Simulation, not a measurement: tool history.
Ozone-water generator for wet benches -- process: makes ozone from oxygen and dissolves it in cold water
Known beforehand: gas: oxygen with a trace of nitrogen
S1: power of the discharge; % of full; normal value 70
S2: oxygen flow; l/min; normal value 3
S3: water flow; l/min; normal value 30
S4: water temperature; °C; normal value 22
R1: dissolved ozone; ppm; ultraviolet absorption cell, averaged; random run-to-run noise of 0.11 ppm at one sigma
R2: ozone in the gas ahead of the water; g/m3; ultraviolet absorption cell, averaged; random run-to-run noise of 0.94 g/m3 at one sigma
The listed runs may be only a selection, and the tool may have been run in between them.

| run | hour | S1 | S2 | S3 | S4 | R1 | R2 |
|---|---|---|---|---|---|---|---|
| 1 | 0 | 70 | 3 | 30 | 22 | 9 | 158.4 |
| 2 | 65.1 | 70 | 3 | 30 | 17 | 9.2 | 157 |
| 3 | 116.8 | 70 | 3 | 30 | 17 | 9.2 | 156.2 |
| 4 | 179.8 | 70 | 3 | 30 | 17 | 9.1 | 156.2 |
| 5 | 269.6 | 70 | 3.44 | 30 | 22 | 8.8 | 142.7 |
| 6 | 309.8 | 70 | 3 | 30 | 22 | 8.7 | 157.5 |
| 7 | 396.6 | 70 | 3 | 30 | 22 | 8.7 | 154.5 |
| 8 | 462.2 | 88 | 3 | 30 | 22 | 10.1 | 182.2 |
| 9 | 531.6 | 88 | 3.51 | 30 | 22 | 10.3 | 163.5 |
|  | 540.6 | water thermometer calibrated |
| 10 | 617.1 | 70 | 3 | 30 | 22 | 8.7 | 155.1 |
| 11 | 664 | 70 | 1.81 | 30 | 22 | 8.4 | 220.3 |
| 12 | 707.3 | 45 | 3.58 | 33 | 16 | 6.4 | 103.2 |
| 13 | 772.7 | 43 | 3 | 21 | 22 | 8.8 | 112.9 |
| 14 | 847.7 | 62 | 3 | 21 | 21 | 11.3 | 142.9 |
| 15 | 889.8 | 70 | 3 | 40 | 20 | 6.6 | 155.4 |
| 16 | 934.4 | 66 | 1.82 | 22 | 20 | 11.3 | 213.4 |
| 17 | 1021.7 | 66 | 1.82 | 22 | 20 | 11.1 | 211.7 |
| 18 | 1069.3 | 43 | 1.82 | 39 | 20 | 4.6 | 159.4 |
| 19 | 1143.1 | 43 | 1.82 | 39 | 20 | 4.5 | 158.7 |
| 20 | 1208.8 | 68 | 3 | 47 | 22 | 5.2 | 150.4 |

The same runs without the tool's hidden state, with the same run-to-run variation:
The tool's hidden condition here consists of: yield of the discharge, % of new electrodes'; contactor's efficiency, % of a clean one's; true water temperature over the reading, C; drift of the gauge itself on ozone_ppm, %; drift of the gauge itself on gas_g_m3, %.
| run | R1 | R2 |
|---|---|---|
| 1 | 9.5 | 160.6 |
| 2 | 9.8 | 159.4 |
| 3 | 9.8 | 158.8 |
| 4 | 9.7 | 158.8 |
| 5 | 9.4 | 145.3 |
| 6 | 9.3 | 160.5 |
| 7 | 9.3 | 157.7 |
| 8 | 10.8 | 186.8 |
| 9 | 11.1 | 167.8 |
| 10 | 9.3 | 158.8 |
| 11 | 9 | 225.7 |
| 12 | 6.8 | 105 |
| 13 | 9.3 | 114.9 |
| 14 | 12 | 146.5 |
| 15 | 7.2 | 159.7 |
| 16 | 12.1 | 219.3 |
| 17 | 11.9 | 217.8 |
| 18 | 5 | 162.6 |
| 19 | 4.9 | 162.1 |
| 20 | 5.8 | 155.3 |
